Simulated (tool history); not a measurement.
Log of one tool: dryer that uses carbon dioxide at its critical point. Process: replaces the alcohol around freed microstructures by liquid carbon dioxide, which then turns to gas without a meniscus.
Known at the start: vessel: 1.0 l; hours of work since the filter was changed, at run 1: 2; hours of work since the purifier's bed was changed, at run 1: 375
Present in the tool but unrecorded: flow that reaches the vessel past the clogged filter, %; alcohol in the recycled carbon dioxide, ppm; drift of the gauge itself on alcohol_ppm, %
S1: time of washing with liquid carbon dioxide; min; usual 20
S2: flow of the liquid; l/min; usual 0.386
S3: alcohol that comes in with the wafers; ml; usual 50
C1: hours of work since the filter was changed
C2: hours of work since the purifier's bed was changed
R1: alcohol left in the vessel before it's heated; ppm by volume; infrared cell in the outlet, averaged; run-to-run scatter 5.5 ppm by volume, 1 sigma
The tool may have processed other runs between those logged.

run	hour	S1	S2	S3	C1	C2	R1
1	0.0	20	0.386	50	2	375	217
2	8.3	20	0.386	50	7	380	216
3	22.5	17	0.386	50	15	388	448
4	31.0	23	0.386	50	20	393	130
5	46.4	23	0.498	50	29	401	69
6	59.2	20	0.386	50	36	409	228
7	73.5	20	0.386	50	44	417	239
8	81.9	16	0.386	50	49	422	594
9	97.3	16	0.386	50	58	430	610
10	105.0	20	0.386	37	62	435	197
11	119.4	20	0.386	37	71	443	203
12	136.9	20	0.386	114	81	453	475
13	149.2	20	0.386	50	88	460	262
14	166.4	20	0.386	50	97	470	265
15	176.0	20	0.468	50	103	475	133
16	184.7	20	0.254	48	108	480	1341
17	193.3	20	0.447	26	113	485	108
18	202.5	14	0.386	53	118	490	1188
19	214.3	15	0.432	29	125	497	353
20	222.2	13	0.408	21	129	502	557
21	234.3	13	0.408	21	136	509	552
22	248.6	28	0.386	50	144	517	91
23	257.8	29	0.298	37	150	522	161
24	266.5	13	0.534	27	155	527	268
25	280.8	13	0.534	27	163	535	266
26	294.3	23	0.386	26	170	543	130
27	305.2	20	0.295	47	177	549	837
28	313.9	21	0.386	93	182	554	386
29	326.7	18	0.386	50	189	561	474

Selected run-to-run steps in R1, each split into two signed amounts: the part the tool would show with no hidden state at all (from settings, incoming material and random variation), and the remainder, which goes to the hidden state together with any gauge scatter not common to the measured and the hidden-state-free results:
Run 15 -> 16: S2 0.468 -> 0.254, S3 50 -> 48. R1 +1208 ppm by volume: hidden state +162, all else +1046.
Run 16 -> 17: S2 0.254 -> 0.447, S3 48 -> 26. R1 -1233 ppm by volume: hidden state -166, all else -1067.
Run 17 -> 18: S1 20 -> 14, S2 0.447 -> 0.386, S3 26 -> 53. R1 +1080 ppm by volume: hidden state +169, all else +911.
